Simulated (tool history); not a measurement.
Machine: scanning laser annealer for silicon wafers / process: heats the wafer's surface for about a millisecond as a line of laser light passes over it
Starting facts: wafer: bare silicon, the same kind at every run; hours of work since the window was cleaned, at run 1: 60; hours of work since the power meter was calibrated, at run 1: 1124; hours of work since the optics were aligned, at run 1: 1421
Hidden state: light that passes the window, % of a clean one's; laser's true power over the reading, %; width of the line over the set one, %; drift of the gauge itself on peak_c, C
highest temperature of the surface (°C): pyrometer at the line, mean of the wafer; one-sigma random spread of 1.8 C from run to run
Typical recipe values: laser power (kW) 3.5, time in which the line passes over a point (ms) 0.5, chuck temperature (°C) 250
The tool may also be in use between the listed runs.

run    hour  laser power (kW)  time in which the line passes over a point (ms)  chuck temperature (°C)  hours of work since the window was cleaned  hours of work since the power meter was calibrated  hours of work since the optics were aligned  highest temperature of the surface (°C)
  1       0               3.5                                              0.5                     250                                          60                                                1124                                         1421                                      955
  2    41.1               3.5                                              0.5                     250                                          82                                                1147                                         1443                                      951
  3    73.6             3.499                                              0.5                     250                                         100                                                1164                                         1461                                      950
  4   129.2             3.499                                              0.5                     250                                         131                                                1195                                         1491                                      950
  5   182.2             3.499                                              0.5                     250                                         160                                                1224                                         1520                                      945
  6   215.3               3.5                                              0.5                     250                                         178                                                1242                                         1539                                      945
  7   259.9               3.5                                              0.5                     250                                         202                                                1267                                         1563                                      942
  8   309.3               3.5                                              0.5                     250                                         230                                                1294                                         1590                                      941
  9   363.1               3.5                                            0.521                     250                                         259                                                1323                                         1620                                      957
 10   417.2               3.5                                            0.521                     250                                         289                                                1353                                         1649                                      957
 11   457.8               3.5                                            0.521                     250                                         311                                                1375                                         1672                                      956
 12   481.2               3.5                                            0.509                     250                                         324                                                1388                                         1685                                      944
      518.7  -- optics aligned, line set to its width
 13   518.7               3.5                                              0.5                     250                                         342                                                1406                                            0                                      941
 14   557.3               3.5                                              0.5                     250                                         363                                                1427                                           21                                      940
 15   598.2               3.5                                              0.5                     286                                         385                                                1449                                           44                                      978
 16   645.2             3.543                                              0.5                     250                                         411                                                1475                                           69                                      947
 17     676             3.619                                              0.5                     250                                         428                                                1492                                           86                                      962
 18   731.3             3.387                                              0.5                     250                                         458                                                1523                                          117                                      909
 19   764.1             3.387                                              0.5                     250                                         476                                                1541                                          135                                      911
 20   798.7             3.672                                            0.435                     234                                         495                                                1559                                          154                                      896
 21   850.5             3.352                                              0.5                     276                                         524                                                1588                                          182                                      927
 22   903.8             3.124                                            0.393                     250                                         553                                                1617                                          211                                      771
 23     954             3.551                                            0.369                     250                                         580                                                1645                                          239                                      825
 24   979.1             3.551                                            0.369                     250                                         594                                                1658                                          253                                      826
 25    1026             3.823                                            0.566                     231                                         620                                                1684                                          278                                     1032
 26  1051.3             3.143                                              0.5                     279                                         634                                                1698                                          292                                      879
 27  1075.8             3.143                                              0.5                     279                                         647                                                1712                                          306                                      878
 28  1101.8             3.623                                             0.45                     262                                         662                                                1726                                          320                                      918
 29  1127.4               3.5                                            0.504                     250                                         676                                                1740                                          334                                      924
 30  1170.7             3.291                                            0.363                     210                                         699                                                1764                                          358                                      730
 31    1201             3.804                                            0.377                     210                                         716                                                1780                                          374                                      834
 32  1242.5             3.591                                              0.5                     252                                         739                                                1803                                          397                                      940
 33  1289.6             3.491                                            0.482                     250                                         765                                                1829                                          423                                      900
 34  1317.1             3.591                                            0.565                     257                                         780                                                1844                                          438                                      991
 35  1370.6               3.5                                            0.459                     268                                         809                                                1873                                          467                                      901
 36  1419.1               3.5                                              0.5                     227                                         836                                                1900                                          494                                      892
 37  1446.1               3.5                                              0.5                     213                                         850                                                1915                                          509                                      875
 38  1472.8             3.419                                            0.385                     214                                         865                                                1929                                          523                                      768

Pick out some run-to-run changes in highest temperature of the surface (°C). Of each, how much would a tool without hidden state show as well, from the settings, what came in and chance, and how much is left for the hidden state and any gauge scatter not in both results compared?
Run 21 -> 22: laser power (kW) 3.352 -> 3.124, time in which the line passes over a point (ms) 0.5 -> 0.393, chuck temperature (°C) 276 -> 250. highest temperature of the surface (°C) -156: hidden state +6, all else -162.
Run 24 -> 25: laser power (kW) 3.551 -> 3.823, time in which the line passes over a point (ms) 0.369 -> 0.566, chuck temperature (°C) 250 -> 231. highest temperature of the surface (°C) +206: hidden state -15, all else +221.
Run 25 -> 26: laser power (kW) 3.823 -> 3.143, time in which the line passes over a point (ms) 0.566 -> 0.5, chuck temperature (°C) 231 -> 279. highest temperature of the surface (°C) -153: hidden state +12, all else -165.
Run 29 -> 30: laser power (kW) 3.5 -> 3.291, time in which the line passes over a point (ms) 0.504 -> 0.363, chuck temperature (°C) 250 -> 210. highest temperature of the surface (°C) -194: hidden state +9, all else -203.
